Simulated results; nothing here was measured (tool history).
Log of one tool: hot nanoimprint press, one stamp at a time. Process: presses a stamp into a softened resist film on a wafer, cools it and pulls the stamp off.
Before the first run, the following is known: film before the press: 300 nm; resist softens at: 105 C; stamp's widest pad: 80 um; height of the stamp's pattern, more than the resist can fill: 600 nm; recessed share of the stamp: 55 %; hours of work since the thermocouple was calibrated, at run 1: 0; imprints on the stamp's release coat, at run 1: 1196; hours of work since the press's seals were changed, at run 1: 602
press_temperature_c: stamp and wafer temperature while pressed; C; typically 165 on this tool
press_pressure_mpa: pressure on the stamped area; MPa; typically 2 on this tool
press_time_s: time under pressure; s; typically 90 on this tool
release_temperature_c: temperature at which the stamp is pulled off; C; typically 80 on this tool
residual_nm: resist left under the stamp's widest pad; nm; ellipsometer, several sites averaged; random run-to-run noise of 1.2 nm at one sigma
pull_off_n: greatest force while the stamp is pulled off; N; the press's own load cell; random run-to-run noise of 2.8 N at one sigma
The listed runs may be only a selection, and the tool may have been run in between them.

run    hour  press_temperature_c  press_pressure_mpa  press_time_s  release_temperature_c  hours of work since the thermocouple was calibrated  imprints on the stamp's release coat  hours of work since the press's seals were changed  residual_nm  pull_off_n
  1       0                  165                   2            90                     80                                                    0                                  1196                                                 602        172.6         206
  2    88.8                  165                   2            90                     80                                                   59                                  1615                                                 661        170.8         216
  3   145.8                  165                   2            90                     80                                                   97                                  1884                                                 699        169.2         213
      191.1  -- stamp cleaned and given a new release coat
  4   206.4                  165                2.63            90                     80                                                  133                                    72                                                 735        149.8         190
  5     280                  165                2.63            90                     80                                                  182                                   419                                                 784          150         194
  6     337                  165                2.63            90                     80                                                  219                                   688                                                 822        147.8         196
      345.9  -- plate thermocouple calibrated
  7   381.8                  165                   2            90                     80                                                   24                                   885                                                 849        158.6         199
      406.5  -- press's hydraulic seals changed and the load cell set to zero
  8   440.5                  165                   2            90                     80                                                   57                                  1124                                                  23        157.1         200
  9   509.3                  157                   2            90                     80                                                  103                                  1449                                                  68        229.9         210
      558.1  -- plate thermocouple calibrated, once more
 10   594.6                  168                2.94           164                     80                                                   24                                  1838                                                 123         94.7         220
      654.4  -- stamp cleaned and given a new release coat
 11   693.7                  168                2.94           164                     80                                                   86                                   186                                                 184         93.8         199
 12   748.5                  165                1.58           159                     80                                                  122                                   444                                                 221        147.5         202
 13   841.6                  161                 1.8            89                     70                                                  184                                   884                                                 283          207         240
 14   883.1                  155                2.65            74                     71                                                  211                                  1079                                                 310        244.8         241
 15   948.2                  155                2.65            74                     71                                                  255                                  1387                                                 353        243.9         248
 16  1029.9                  155                2.65            74                     71                                                  309                                  1772                                                 407        241.7         250
     1074.6  -- plate thermocouple calibrated
     1105.3  -- stamp cleaned and given a new release coat
 17  1125.6                  155                2.65            74                     71                                                   30                                    95                                                 465          256         231
 18  1184.8                  155                2.65            74                     71                                                   69                                   375                                                 504        255.6         237

Forecast each of these 4 alternatives for the next run:
  A  1255.4                  165                2.63            90                     75                                                  116                                   708                                                 551            ?           ?
  B  1255.4                  155                1.48            74                     71                                                  116                                   708                                                 551            ?           ?
  C  1255.4                  166                1.87            60                     71                                                  116                                   708                                                 551            ?           ?
  D  1255.4                  165                   2            58                     80                                                  116                                   708                                                 551            ?           ?

run  residual_nm  pull_off_n
  A        155.5         226
  B        270.9         233
  C        188.8         237
  D        194.2         201
Without the tool's unlogged condition, the same runs would have read:
run  residual_nm  pull_off_n
  A        157.9         218
  B        272.4         225
  C        191.5         228
  D        196.8         194

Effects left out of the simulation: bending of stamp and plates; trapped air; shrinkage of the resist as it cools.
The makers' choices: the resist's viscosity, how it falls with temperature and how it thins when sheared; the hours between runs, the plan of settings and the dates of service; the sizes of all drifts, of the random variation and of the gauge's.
